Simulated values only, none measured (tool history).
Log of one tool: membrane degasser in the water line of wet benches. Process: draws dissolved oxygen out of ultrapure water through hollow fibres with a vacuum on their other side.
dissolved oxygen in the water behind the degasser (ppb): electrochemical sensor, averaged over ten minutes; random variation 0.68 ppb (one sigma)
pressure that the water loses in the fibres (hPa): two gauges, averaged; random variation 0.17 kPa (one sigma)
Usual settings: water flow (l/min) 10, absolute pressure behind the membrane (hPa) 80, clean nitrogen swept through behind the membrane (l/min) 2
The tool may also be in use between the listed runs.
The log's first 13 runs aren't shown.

run	hour	water flow (l/min)	absolute pressure behind the membrane (hPa)	clean nitrogen swept through behind the membrane (l/min)	dissolved oxygen in the water behind the degasser (ppb)	pressure that the water loses in the fibres (hPa)
14	2017.7	10	60.8	2	45.3	274.8
15	2127.8	10	60.8	2	45.8	278
16	2323.7	10	80	2	69.8	277.5
17	2461.4	10	80	3.54	41.8	280.2
18	2624.7	7	126	1.32	131.4	196
19	2715.9	7	126	1.32	130.6	197.2
20	2809.1	7	68.9	1.89	41.3	194.5
21	2969.9	15	68.9	1.89	95.3	420.6
22	3079	8	121.9	2	98.5	222.4
23	3272.7	8	121.9	2	98.3	227.4
# hour 3464.9: vacuum gauge calibrated
24	3475.3	8	49	2	19.5	226.4
25	3669.4	8	49	2	20.3	226.4
26	3887.6	8	49	2	20.2	225.9
27	4050.3	8	90.4	0.81	144.3	223
28	4159.7	8	90.4	3.38	39.5	226
29	4280.2	10	149.7	2.3	133.3	283.6
30	4377.7	10	160.2	0.96	322.4	282.8
31	4564.1	6	155.5	1.86	107.1	172.3

Forecast each of these 3 alternatives for the next run:
A	4741.5	8	80	0.89	?	?
B	4741.5	6	114.1	2.22	?	?
C	4741.5	7	70.9	2	?	?

run	dissolved oxygen in the water behind the degasser (ppb)	pressure that the water loses in the fibres (hPa)
A	112.8	223.8
B	61.9	166.6
C	39.3	200.2
Without the tool's hidden state the same runs would have given:
run	dissolved oxygen in the water behind the degasser (ppb)	pressure that the water loses in the fibres (hPa)
A	104.7	202.3
B	56	150.5
C	35.2	181.4
